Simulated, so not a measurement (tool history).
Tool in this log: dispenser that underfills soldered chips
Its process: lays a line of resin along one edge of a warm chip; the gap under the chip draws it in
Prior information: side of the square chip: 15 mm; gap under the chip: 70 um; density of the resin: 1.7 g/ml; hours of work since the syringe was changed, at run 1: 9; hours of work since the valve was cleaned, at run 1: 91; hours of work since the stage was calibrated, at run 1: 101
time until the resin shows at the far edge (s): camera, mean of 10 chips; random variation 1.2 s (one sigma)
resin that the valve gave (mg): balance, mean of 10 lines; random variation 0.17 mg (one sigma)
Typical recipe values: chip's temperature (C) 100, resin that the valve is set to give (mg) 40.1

run	hour	chip's temperature (C)	resin that the valve is set to give (mg)	hours of work since the syringe was changed	hours of work since the valve was cleaned	hours of work since the stage was calibrated	time until the resin shows at the far edge (s)	resin that the valve gave (mg)
1	0	100	40.1	9	91	101	158.8	37.32
# hour 1.5: new syringe of resin
2	5	100	40.1	3	94	104	122.9	37.1
3	9.4	100	40.1	6	97	108	139.9	37.11
4	14.8	101	40.1	10	102	112	159.4	37.19
# hour 15.6: new syringe of resin
5	19.5	101	40.1	3	105	115	116.1	36.93
6	22.8	100	40.1	5	107	118	133.3	37.1
7	26.5	100	40.1	8	110	120	150.8	36.75
# hour 29.5: new syringe of resin
8	31	106	40.1	1	113	123	86.8	36.68
9	34.9	106	40.1	4	116	126	98.2	36.54
10	39.1	106	40.1	7	120	130	112.4	36.34
# hour 43.3: new syringe of resin
11	44.7	112	40.1	1	123	134	66.4	36.43
12	47.5	112	40.1	3	126	136	73	36.3
13	50.9	100	40.1	6	128	138	138.8	36.33
14	55.9	100	40.1	10	132	142	161.7	36.29
# hour 57.3: new syringe of resin
15	59.3	107	40.1	2	134	144	86.3	35.88
16	64.5	107	40.1	5	138	148	100.6	36.31
# hour 66.7: dispensing valve cleaned and set on the balance
17	71	93	41.2	10	3	153	219.4	41.18
# hour 72.1: new syringe of resin
18	73.8	103	35.9	1	5	154	101.5	35.84
19	78.5	106	38.3	5	9	158	99.9	37.97
20	81.2	95	45	7	11	160	178.4	44.99
21	84	89	45.4	9	13	162	260.6	45.03
# hour 86.1: new syringe of resin
22	88.8	87	43	2	16	166	208.4	42.51
23	92.6	112	36.9	5	19	169	74.8	36.45
24	95.7	89	45.8	7	22	171	232.6	45.17
# hour 99.9: new syringe of resin
25	100	110	40.6	0	25	174	66.4	40.02
26	103.6	92	34.2	3	27	177	178.6	33.33
27	109.3	104	47.3	7	32	181	114.7	46.12
# hour 114.1: new syringe of resin
28	114.1	104	47.3	0	35	184	90.1	45.94
29	118.9	104	47.3	4	39	188	102.8	45.87
30	123.8	114	40.1	7	42	192	78.1	38.78
# hour 127.9: new syringe of resin
31	129.5	111	51.6	1	46	196	65.4	50.28
32	131.9	114	39	3	48	198	64.5	37.54

For some of the steps in time until the resin shows at the far edge (s) from one run to the next: how much would appear even if the tool had no hidden state, given the settings, what came in and random variation, and how much remains for the hidden state plus any gauge scatter that the measured result and the result without hidden state don't share?
Hidden conditions of the tool in this case: resin's viscosity, % of fresh resin's; dose that the valve gives, % of what is set; true chip temperature over the reading, C; drift of the gauge itself on fill_s, %; drift of the gauge itself on given_mg, %.
Run 17 -> 18: chip's temperature (C) 93 -> 103, resin that the valve is set to give (mg) 41.2 -> 35.9, new syringe of resin. time until the resin shows at the far edge (s) -117.9: hidden state -65.1, all else -52.8.
Run 21 -> 22: chip's temperature (C) 89 -> 87, resin that the valve is set to give (mg) 45.4 -> 43, new syringe of resin. time until the resin shows at the far edge (s) -52.2: hidden state -71.2, all else +19.
Run 22 -> 23: chip's temperature (C) 87 -> 112, resin that the valve is set to give (mg) 43 -> 36.9. time until the resin shows at the far edge (s) -133.6: hidden state +7.1, all else -140.7.
Run 23 -> 24: chip's temperature (C) 112 -> 89, resin that the valve is set to give (mg) 36.9 -> 45.8. time until the resin shows at the far edge (s) +157.8: hidden state +37.5, all else +120.3.
Run 24 -> 25: chip's temperature (C) 89 -> 110, resin that the valve is set to give (mg) 45.8 -> 40.6, new syringe of resin. time until the resin shows at the far edge (s) -166.2: hidden state -50.7, all else -115.5.
